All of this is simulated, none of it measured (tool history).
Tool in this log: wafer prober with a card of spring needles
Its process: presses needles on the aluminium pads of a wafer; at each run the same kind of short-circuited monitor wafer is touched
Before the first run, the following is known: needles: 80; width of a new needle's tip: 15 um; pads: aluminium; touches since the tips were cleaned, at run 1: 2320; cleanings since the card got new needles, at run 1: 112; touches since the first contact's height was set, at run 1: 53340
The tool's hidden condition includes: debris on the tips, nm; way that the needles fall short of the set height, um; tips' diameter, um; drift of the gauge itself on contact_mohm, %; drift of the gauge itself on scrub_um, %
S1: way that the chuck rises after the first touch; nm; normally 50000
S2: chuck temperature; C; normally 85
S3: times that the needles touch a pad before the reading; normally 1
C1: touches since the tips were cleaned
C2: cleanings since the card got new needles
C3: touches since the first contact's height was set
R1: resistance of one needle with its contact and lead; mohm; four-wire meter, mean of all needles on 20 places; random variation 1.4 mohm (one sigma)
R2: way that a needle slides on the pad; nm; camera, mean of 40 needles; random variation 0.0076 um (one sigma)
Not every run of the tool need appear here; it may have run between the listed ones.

run 1 hour=0.0 | S1=50000 S2=85 S3=1 | C1=2320 C2=112 C3=53340 | R1=198 R2=6593
-- hour=4.2 tips cleaned on abrasive film
-- hour=14.1 tips cleaned on abrasive film
run 2 hour=14.1 | S1=50000 S2=109 S3=1 | C1=0 C2=114 C3=58658 | R1=131 R2=6587
-- hour=24.1 tips cleaned on abrasive film
run 3 hour=31.8 | S1=50000 S2=109 S3=1 | C1=2945 C2=115 C3=65355 | R1=210 R2=6575
-- hour=34.7 tips cleaned on abrasive film
-- hour=44.6 tips cleaned on abrasive film
-- hour=55.6 tips cleaned on abrasive film
run 4 hour=61.3 | S1=50000 S2=85 S3=1 | C1=2181 C2=118 C3=76506 | R1=194 R2=6546
-- hour=66.0 tips cleaned on abrasive film
-- hour=75.9 tips cleaned on abrasive film
-- hour=86.1 tips cleaned on abrasive film
run 5 hour=88.3 | S1=50000 S2=65 S3=1 | C1=847 C2=121 C3=86684 | R1=160 R2=6554
-- hour=96.5 tips cleaned on abrasive film
run 6 hour=105.3 | S1=50000 S2=40 S3=1 | C1=3354 C2=122 C3=93148 | R1=215 R2=6544
-- hour=107.7 tips cleaned on abrasive film
-- hour=117.8 tips cleaned on abrasive film
-- hour=122.0 height of the first contact set anew
run 7 hour=126.3 | S1=50000 S2=40 S3=1 | C1=3149 C2=124 C3=1635 | R1=208 R2=6674
-- hour=128.7 tips cleaned on abrasive film
-- hour=138.9 tips cleaned on abrasive film
-- hour=149.4 tips cleaned on abrasive film
run 8 hour=152.4 | S1=50000 S2=85 S3=1 | C1=1175 C2=127 C3=11485 | R1=164 R2=6644
-- hour=158.9 tips cleaned on abrasive film
-- hour=169.2 tips cleaned on abrasive film
run 9 hour=171.0 | S1=53000 S2=85 S3=1 | C1=720 C2=129 C3=18511 | R1=157 R2=7039
-- hour=179.8 tips cleaned on abrasive film
-- hour=190.0 tips cleaned on abrasive film
run 10 hour=194.0 | S1=53000 S2=85 S3=1 | C1=1526 C2=131 C3=27199 | R1=169 R2=7030
-- hour=200.4 tips cleaned on abrasive film
-- hour=211.0 tips cleaned on abrasive film
run 11 hour=212.0 | S1=54000 S2=85 S3=2 | C1=379 C2=133 C3=33971 | R1=127 R2=7141
-- hour=221.0 tips cleaned on abrasive film
-- hour=230.8 tips cleaned on abrasive film
run 12 hour=230.9 | S1=52000 S2=36 S3=2 | C1=35 C2=135 C3=41112 | R1=119 R2=6871
-- hour=241.7 tips cleaned on abrasive film
-- hour=251.7 tips cleaned on abrasive film
run 13 hour=253.1 | S1=61000 S2=26 S3=3 | C1=525 C2=137 C3=49508 | R1=115 R2=8065
-- hour=262.1 tips cleaned on abrasive film
-- hour=273.0 tips cleaned on abrasive film
run 14 hour=273.2 | S1=50000 S2=44 S3=2 | C1=76 C2=139 C3=57099 | R1=118 R2=6581
-- hour=283.2 tips cleaned on abrasive film
-- hour=294.1 tips cleaned on abrasive film
-- hour=304.3 tips cleaned on abrasive film
run 15 hour=305.1 | S1=69000 S2=44 S3=2 | C1=315 C2=142 C3=69183 | R1=116 R2=9091
-- hour=315.4 tips cleaned on abrasive film
-- hour=325.1 tips cleaned on abrasive film
-- hour=335.9 tips cleaned on abrasive film
run 16 hour=337.2 | S1=69000 S2=33 S3=2 | C1=515 C2=145 C3=81307 | R1=119 R2=9076
-- hour=346.4 tips cleaned on abrasive film
-- hour=355.8 tips cleaned on abrasive film
run 17 hour=361.5 | S1=69000 S2=33 S3=2 | C1=2153 C2=147 C3=90492 | R1=134 R2=9062
-- hour=366.0 tips cleaned on abrasive film
-- hour=377.5 tips cleaned on abrasive film
run 18 hour=381.1 | S1=69000 S2=33 S3=2 | C1=1385 C2=149 C3=97912 | R1=132 R2=9051

5 options for the next run, each taken on its own from the tool as it stands now. Forecast them:
-- hour=383.7 height of the first contact set anew
-- hour=388.4 tips cleaned on abrasive film
-- hour=398.8 tips cleaned on abrasive film
run A hour=398.8 | S1=31000 S2=85 S3=2 | C1=0 C2=151 C3=5686 | R1=? R2=?
-- hour=383.7 height of the first contact set anew
-- hour=388.4 tips cleaned on abrasive film
-- hour=398.8 tips cleaned on abrasive film
run B hour=398.8 | S1=57000 S2=78 S3=1 | C1=0 C2=151 C3=5686 | R1=? R2=?
-- hour=383.7 height of the first contact set anew
-- hour=388.4 tips cleaned on abrasive film
-- hour=398.8 tips cleaned on abrasive film
run C hour=398.8 | S1=68000 S2=114 S3=1 | C1=0 C2=151 C3=5686 | R1=? R2=?
-- hour=383.7 height of the first contact set anew
-- hour=388.4 tips cleaned on abrasive film
-- hour=398.8 tips cleaned on abrasive film
run D hour=398.8 | S1=53000 S2=44 S3=2 | C1=0 C2=151 C3=5686 | R1=? R2=?
-- hour=383.7 height of the first contact set anew
-- hour=388.4 tips cleaned on abrasive film
-- hour=398.8 tips cleaned on abrasive film
run E hour=398.8 | S1=40000 S2=33 S3=3 | C1=0 C2=151 C3=5686 | R1=? R2=?

run=A R1=137 R2=4131
run=B R1=122 R2=7603
run=C R1=120 R2=9063
run=D R1=117 R2=7065
run=E R1=116 R2=5342
What these runs would have given with no unlogged condition in the tool:
run=A R1=125 R2=4141
run=B R1=115 R2=7613
run=C R1=115 R2=9073
run=D R1=112 R2=7075
run=E R1=111 R2=5352

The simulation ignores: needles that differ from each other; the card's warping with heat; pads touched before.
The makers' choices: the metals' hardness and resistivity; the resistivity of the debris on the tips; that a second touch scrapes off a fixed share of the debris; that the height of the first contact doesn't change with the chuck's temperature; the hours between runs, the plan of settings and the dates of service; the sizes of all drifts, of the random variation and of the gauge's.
